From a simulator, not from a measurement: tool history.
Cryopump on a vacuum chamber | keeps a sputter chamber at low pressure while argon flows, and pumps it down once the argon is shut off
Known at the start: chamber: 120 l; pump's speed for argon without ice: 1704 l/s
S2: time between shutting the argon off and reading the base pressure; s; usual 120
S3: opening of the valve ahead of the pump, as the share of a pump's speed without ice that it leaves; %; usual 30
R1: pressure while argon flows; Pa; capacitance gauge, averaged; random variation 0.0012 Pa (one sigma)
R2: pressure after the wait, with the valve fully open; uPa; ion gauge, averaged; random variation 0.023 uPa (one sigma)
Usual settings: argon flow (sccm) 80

run 1 hour=0.0 | argon_flow_(sccm)=80 S2=120 S3=30 | R1=0.2687 R2=2.40
run 2 hour=40.4 | argon_flow_(sccm)=80 S2=120 S3=30 | R1=0.2711 R2=2.44
run 3 hour=75.1 | argon_flow_(sccm)=80 S2=120 S3=30 | R1=0.2729 R2=2.47
run 4 hour=100.2 | argon_flow_(sccm)=80 S2=120 S3=33 | R1=0.2495 R2=2.52
run 5 hour=148.9 | argon_flow_(sccm)=80 S2=26 S3=33 | R1=0.2503 R2=4.59
run 6 hour=182.2 | argon_flow_(sccm)=80 S2=64 S3=30 | R1=0.2779 R2=3.15
run 7 hour=203.2 | argon_flow_(sccm)=80 S2=64 S3=30 | R1=0.2786 R2=3.24
run 8 hour=251.2 | argon_flow_(sccm)=80 S2=65 S3=30 | R1=0.2814 R2=3.15
run 9 hour=295.6 | argon_flow_(sccm)=80 S2=65 S3=30 | R1=0.2841 R2=3.35
run 10 hour=315.3 | argon_flow_(sccm)=80 S2=65 S3=30 | R1=0.2840 R2=3.38
run 11 hour=341.3 | argon_flow_(sccm)=80 S2=65 S3=30 | R1=0.2859 R2=3.38
run 12 hour=370.8 | argon_flow_(sccm)=80 S2=65 S3=30 | R1=0.2870 R2=3.41
-- hour=397.0 pump warmed up, emptied and cooled again
-- hour=413.0 leaking fittings of the chamber tightened, without venting
run 13 hour=420.3 | argon_flow_(sccm)=71 S2=120 S3=30 | R1=0.2380 R2=0.80
run 14 hour=442.2 | argon_flow_(sccm)=80 S2=120 S3=30 | R1=0.2677 R2=0.83
run 15 hour=467.7 | argon_flow_(sccm)=96 S2=120 S3=30 | R1=0.3207 R2=0.78
run 16 hour=509.7 | argon_flow_(sccm)=80 S2=120 S3=30 | R1=0.2696 R2=0.86
run 17 hour=538.2 | argon_flow_(sccm)=80 S2=120 S3=30 | R1=0.2718 R2=0.90
run 18 hour=573.8 | argon_flow_(sccm)=80 S2=120 S3=30 | R1=0.2738 R2=0.82
run 19 hour=617.6 | argon_flow_(sccm)=80 S2=120 S3=30 | R1=0.2770 R2=0.86
run 20 hour=659.1 | argon_flow_(sccm)=80 S2=120 S3=30 | R1=0.2778 R2=0.93
run 21 hour=704.7 | argon_flow_(sccm)=80 S2=120 S3=20 | R1=0.4130 R2=0.99
run 22 hour=750.7 | argon_flow_(sccm)=80 S2=106 S3=17 | R1=0.4787 R2=1.04
run 23 hour=776.4 | argon_flow_(sccm)=107 S2=25 S3=30 | R1=0.3762 R2=3.30
run 24 hour=821.3 | argon_flow_(sccm)=50 S2=69 S3=44 | R1=0.1260 R2=1.52
run 25 hour=846.9 | argon_flow_(sccm)=139 S2=120 S3=53 | R1=0.2952 R2=1.06
-- hour=870.9 pump warmed up, emptied and cooled again
run 26 hour=873.0 | argon_flow_(sccm)=139 S2=120 S3=53 | R1=0.2660 R2=0.99
run 27 hour=907.8 | argon_flow_(sccm)=92 S2=27 S3=30 | R1=0.3086 R2=3.06
run 28 hour=951.4 | argon_flow_(sccm)=40 S2=43 S3=44 | R1=0.0928 R2=2.08
run 29 hour=979.3 | argon_flow_(sccm)=80 S2=61 S3=40 | R1=0.2023 R2=1.64
run 30 hour=1014.9 | argon_flow_(sccm)=80 S2=61 S3=40 | R1=0.2067 R2=1.62
run 31 hour=1056.5 | argon_flow_(sccm)=43 S2=129 S3=40 | R1=0.1122 R2=1.13
run 32 hour=1080.6 | argon_flow_(sccm)=43 S2=129 S3=40 | R1=0.1120 R2=1.09
run 33 hour=1125.2 | argon_flow_(sccm)=122 S2=120 S3=30 | R1=0.4221 R2=1.19
run 34 hour=1171.4 | argon_flow_(sccm)=122 S2=120 S3=30 | R1=0.4256 R2=1.18
run 35 hour=1217.7 | argon_flow_(sccm)=122 S2=120 S3=22 | R1=0.5801 R2=1.21

Forecast each of these 3 alternatives for the next run:
run A hour=1239.6 | argon_flow_(sccm)=46 S2=27 S3=17 | R1=? R2=?
run B hour=1239.6 | argon_flow_(sccm)=80 S2=44 S3=30 | R1=? R2=?
run C hour=1239.6 | argon_flow_(sccm)=122 S2=120 S3=37 | R1=? R2=?

run=A R1=0.2777 R2=3.25
run=B R1=0.2816 R2=2.28
run=C R1=0.3562 R2=1.24
Without the tool's hidden state the same runs would have given:
run=A R1=0.2674 R2=2.75
run=B R1=0.2637 R2=1.78
run=C R1=0.3287 R2=0.74
